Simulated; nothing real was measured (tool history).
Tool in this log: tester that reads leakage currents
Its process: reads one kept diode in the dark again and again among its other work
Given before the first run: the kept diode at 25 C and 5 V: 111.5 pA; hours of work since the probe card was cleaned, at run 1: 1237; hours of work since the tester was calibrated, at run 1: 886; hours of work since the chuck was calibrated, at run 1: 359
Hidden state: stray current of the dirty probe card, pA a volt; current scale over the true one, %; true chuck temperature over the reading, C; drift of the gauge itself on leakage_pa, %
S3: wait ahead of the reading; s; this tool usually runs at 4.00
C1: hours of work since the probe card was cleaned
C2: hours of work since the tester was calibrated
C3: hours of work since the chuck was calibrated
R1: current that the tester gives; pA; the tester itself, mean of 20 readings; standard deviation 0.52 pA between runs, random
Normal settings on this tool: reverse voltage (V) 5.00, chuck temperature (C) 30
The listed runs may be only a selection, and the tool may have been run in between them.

Run 1, hour 0.0: usual settings; C1 1237; C2 886; C3 359. Result: R1 183.03 pA.
Run 2, hour 23.0: usual settings; C1 1250; C2 899; C3 372. Result: R1 182.88 pA.
Run 3, hour 49.3: usual settings; C1 1264; C2 913; C3 386. Result: R1 183.22 pA.
Run 4, hour 95.5: usual settings; C1 1289; C2 938; C3 411. Result: R1 184.14 pA.
Run 5, hour 137.7: usual settings; C1 1312; C2 961; C3 434. Result: R1 184.02 pA.
Run 6, hour 186.7: usual settings; C1 1339; C2 988; C3 461. Result: R1 185.38 pA.
Run 7, hour 221.9: usual settings; C1 1358; C2 1007; C3 480. Result: R1 185.76 pA.
Run 8, hour 274.1: usual settings but reverse voltage (V) 17.27, S3 2.80 s; C1 1386; C2 1035; C3 508. Result: R1 309.48 pA.
Run 9, hour 302.7: usual settings but reverse voltage (V) 6.44, chuck temperature (C) 38, S3 0.81 s; C1 1402; C2 1051; C3 524. Result: R1 403.70 pA.
Run 10, hour 349.3: usual settings but reverse voltage (V) 10.30, chuck temperature (C) 33, S3 5.42 s; C1 1427; C2 1076; C3 549. Result: R1 324.58 pA.
Run 11, hour 371.3: usual settings but reverse voltage (V) 5.70, chuck temperature (C) 53, S3 3.96 s; C1 1439; C2 1088; C3 561. Result: R1 1242.76 pA.
Run 12, hour 405.8: usual settings but reverse voltage (V) 1.16, S3 1.43 s; C1 1458; C2 1107; C3 580. Result: R1 103.39 pA.
Run 13, hour 440.5: usual settings but reverse voltage (V) 16.65, chuck temperature (C) 22, S3 2.37 s; C1 1477; C2 1126; C3 599. Result: R1 154.54 pA.
Run 14, hour 473.6: usual settings but reverse voltage (V) 10.60, S3 2.12 s; C1 1495; C2 1144; C3 617. Result: R1 255.63 pA.

Predict each of these 3 candidate next runs independently; none follows another, all start after run 14:
Run A, hour 520.5: usual settings but chuck temperature (C) 23; C1 1520; C2 1169; C3 642. Result: R1 ?.
Run B, hour 520.5: usual settings but reverse voltage (V) 15.15, S3 0.80 s; C1 1520; C2 1169; C3 642. Result: R1 ?.
Run C, hour 520.5: usual settings but S3 3.55 s; C1 1520; C2 1169; C3 642. Result: R1 ?.

run      R1
  A  102.65
  B  299.01
  C  188.52
The same runs, with their run-to-run variation unchanged, on a tool lacking any hidden condition would have given:
run      R1
  A   93.58
  B  273.29
  C  173.97
